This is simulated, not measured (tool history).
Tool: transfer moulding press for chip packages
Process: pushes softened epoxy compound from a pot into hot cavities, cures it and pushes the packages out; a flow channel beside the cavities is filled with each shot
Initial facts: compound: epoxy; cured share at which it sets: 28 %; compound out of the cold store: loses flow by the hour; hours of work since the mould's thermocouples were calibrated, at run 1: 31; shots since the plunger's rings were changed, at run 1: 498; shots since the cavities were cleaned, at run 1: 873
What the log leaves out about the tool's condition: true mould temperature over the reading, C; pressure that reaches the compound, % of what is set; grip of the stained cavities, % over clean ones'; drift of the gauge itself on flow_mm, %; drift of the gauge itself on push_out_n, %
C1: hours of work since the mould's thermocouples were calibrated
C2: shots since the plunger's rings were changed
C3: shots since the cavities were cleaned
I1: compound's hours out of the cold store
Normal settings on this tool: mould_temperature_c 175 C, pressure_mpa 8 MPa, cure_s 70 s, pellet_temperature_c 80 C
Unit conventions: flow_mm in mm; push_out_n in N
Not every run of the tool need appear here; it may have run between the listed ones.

run 1 hour=0 | mould_temperature_c=175 pressure_mpa=8 cure_s=70 pellet_temperature_c=80 | C1=31 C2=498 C3=873 | I1=35.2 | flow_mm=585 push_out_n=768
-- hour=5.6 cavities cleaned with cleaning compound and waxed
run 2 hour=7.8 | mould_temperature_c=175 pressure_mpa=8 cure_s=70 pellet_temperature_c=81 | C1=35 C2=583 C3=29 | I1=35.8 | flow_mm=584 push_out_n=455
run 3 hour=15.5 | mould_temperature_c=175 pressure_mpa=8 cure_s=70 pellet_temperature_c=81 | C1=40 C2=687 C3=133 | I1=38.1 | flow_mm=577 push_out_n=500
run 4 hour=21.6 | mould_temperature_c=175 pressure_mpa=8 cure_s=70 pellet_temperature_c=80 | C1=44 C2=769 C3=215 | I1=8.6 | flow_mm=673 push_out_n=594
run 5 hour=31.7 | mould_temperature_c=175 pressure_mpa=9.46 cure_s=70 pellet_temperature_c=80 | C1=50 C2=906 C3=352 | I1=18.6 | flow_mm=685 push_out_n=650
run 6 hour=39.1 | mould_temperature_c=176 pressure_mpa=8 cure_s=70 pellet_temperature_c=80 | C1=55 C2=1005 C3=451 | I1=36.8 | flow_mm=573 push_out_n=633
run 7 hour=43.7 | mould_temperature_c=175 pressure_mpa=8 cure_s=70 pellet_temperature_c=80 | C1=57 C2=1068 C3=514 | I1=34.9 | flow_mm=583 push_out_n=681
run 8 hour=53.1 | mould_temperature_c=175 pressure_mpa=8 cure_s=72 pellet_temperature_c=80 | C1=63 C2=1195 C3=641 | I1=15 | flow_mm=647 push_out_n=733
run 9 hour=59 | mould_temperature_c=175 pressure_mpa=8 cure_s=72 pellet_temperature_c=80 | C1=67 C2=1275 C3=721 | I1=33.9 | flow_mm=580 push_out_n=733
run 10 hour=66.2 | mould_temperature_c=175 pressure_mpa=8 cure_s=57 pellet_temperature_c=80 | C1=71 C2=1372 C3=818 | I1=8.7 | flow_mm=667 push_out_n=1474
-- hour=75.4 cavities cleaned with cleaning compound and waxed
run 11 hour=78.2 | mould_temperature_c=175 pressure_mpa=8 cure_s=57 pellet_temperature_c=80 | C1=78 C2=1514 C3=38 | I1=13.5 | flow_mm=644 push_out_n=806
run 12 hour=84.4 | mould_temperature_c=175 pressure_mpa=8 cure_s=70 pellet_temperature_c=84 | C1=81 C2=1598 C3=122 | I1=23.9 | flow_mm=606 push_out_n=515
run 13 hour=91.4 | mould_temperature_c=175 pressure_mpa=8 cure_s=70 pellet_temperature_c=84 | C1=86 C2=1692 C3=216 | I1=17.4 | flow_mm=630 push_out_n=566
run 14 hour=101.5 | mould_temperature_c=175 pressure_mpa=8 cure_s=70 pellet_temperature_c=80 | C1=92 C2=1828 C3=352 | I1=9.6 | flow_mm=655 push_out_n=661
run 15 hour=106.4 | mould_temperature_c=175 pressure_mpa=8 cure_s=70 pellet_temperature_c=80 | C1=95 C2=1894 C3=418 | I1=12.1 | flow_mm=645 push_out_n=669
run 16 hour=112.3 | mould_temperature_c=175 pressure_mpa=8 cure_s=70 pellet_temperature_c=80 | C1=99 C2=1974 C3=498 | I1=38.4 | flow_mm=563 push_out_n=694
run 17 hour=118.8 | mould_temperature_c=171 pressure_mpa=8 cure_s=70 pellet_temperature_c=80 | C1=103 C2=2062 C3=586 | I1=32.2 | flow_mm=589 push_out_n=901
run 18 hour=123.3 | mould_temperature_c=171 pressure_mpa=8 cure_s=70 pellet_temperature_c=80 | C1=105 C2=2122 C3=646 | I1=20.5 | flow_mm=626 push_out_n=985
run 19 hour=127.7 | mould_temperature_c=182 pressure_mpa=8 cure_s=70 pellet_temperature_c=76 | C1=108 C2=2182 C3=706 | I1=31.3 | flow_mm=572 push_out_n=620
run 20 hour=135 | mould_temperature_c=172 pressure_mpa=8 cure_s=70 pellet_temperature_c=72 | C1=113 C2=2281 C3=805 | I1=26.7 | flow_mm=601 push_out_n=981

Forecast run 21:
run 21 hour=139.3 | mould_temperature_c=183 pressure_mpa=8.94 cure_s=61 pellet_temperature_c=90 | C1=115 C2=2339 C3=863 | I1=17.3 | flow_mm=? push_out_n=?

Run 21 measured flow_mm 639 mm, push_out_n 743 N.
The same run, on a tool lacking any hidden state, would have yielded flow_mm 661 mm, push_out_n 398 N.
